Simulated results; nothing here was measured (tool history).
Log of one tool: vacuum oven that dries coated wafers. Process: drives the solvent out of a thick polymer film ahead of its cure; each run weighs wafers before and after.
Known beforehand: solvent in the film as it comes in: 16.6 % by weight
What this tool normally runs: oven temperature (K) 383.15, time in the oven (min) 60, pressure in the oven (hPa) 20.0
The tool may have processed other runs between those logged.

run	hour	oven temperature (K)	time in the oven (min)	pressure in the oven (hPa)	solvent left in the film (%)
1	0.0	383.15	60	20.0	2.55
2	26.3	383.15	60	20.0	2.58
3	62.1	383.15	60	20.0	2.57
4	103.5	383.15	60	20.0	2.56
5	138.7	383.15	60	45.0	5.04
6	177.1	383.15	60	45.0	5.02
7	229.4	383.15	60	45.0	5.09
8	255.1	383.15	60	45.0	5.16
9	296.3	383.15	60	45.0	5.09
10	340.6	383.15	60	20.0	2.60
11	384.8	383.15	60	20.0	2.59
12	416.8	387.15	43	21.4	2.49
13	457.8	370.15	95	19.1	4.03
14	492.8	370.15	95	19.1	4.10
15	520.9	387.15	86	57.5	5.33
16	571.3	387.15	86	65.3	6.00
17	604.1	377.15	88	65.3	8.50
18	638.4	397.15	50	14.7	1.09
19	684.9	396.15	50	14.7	1.12
20	720.2	396.15	50	14.7	1.11
21	748.2	372.15	60	53.2	9.12

3 ways to go on from here, each from the tool as it stands after run 21. What would each give?
A	774.9	384.15	60	71.9	?
B	774.9	386.15	73	51.3	?
C	774.9	383.15	35	20.0	?

run	solvent left in the film (%)
A	7.39
B	4.97
C	3.65
Had the tool no hidden state, the same runs would have come out as:
run	solvent left in the film (%)
A	7.57
B	5.02
C	3.78

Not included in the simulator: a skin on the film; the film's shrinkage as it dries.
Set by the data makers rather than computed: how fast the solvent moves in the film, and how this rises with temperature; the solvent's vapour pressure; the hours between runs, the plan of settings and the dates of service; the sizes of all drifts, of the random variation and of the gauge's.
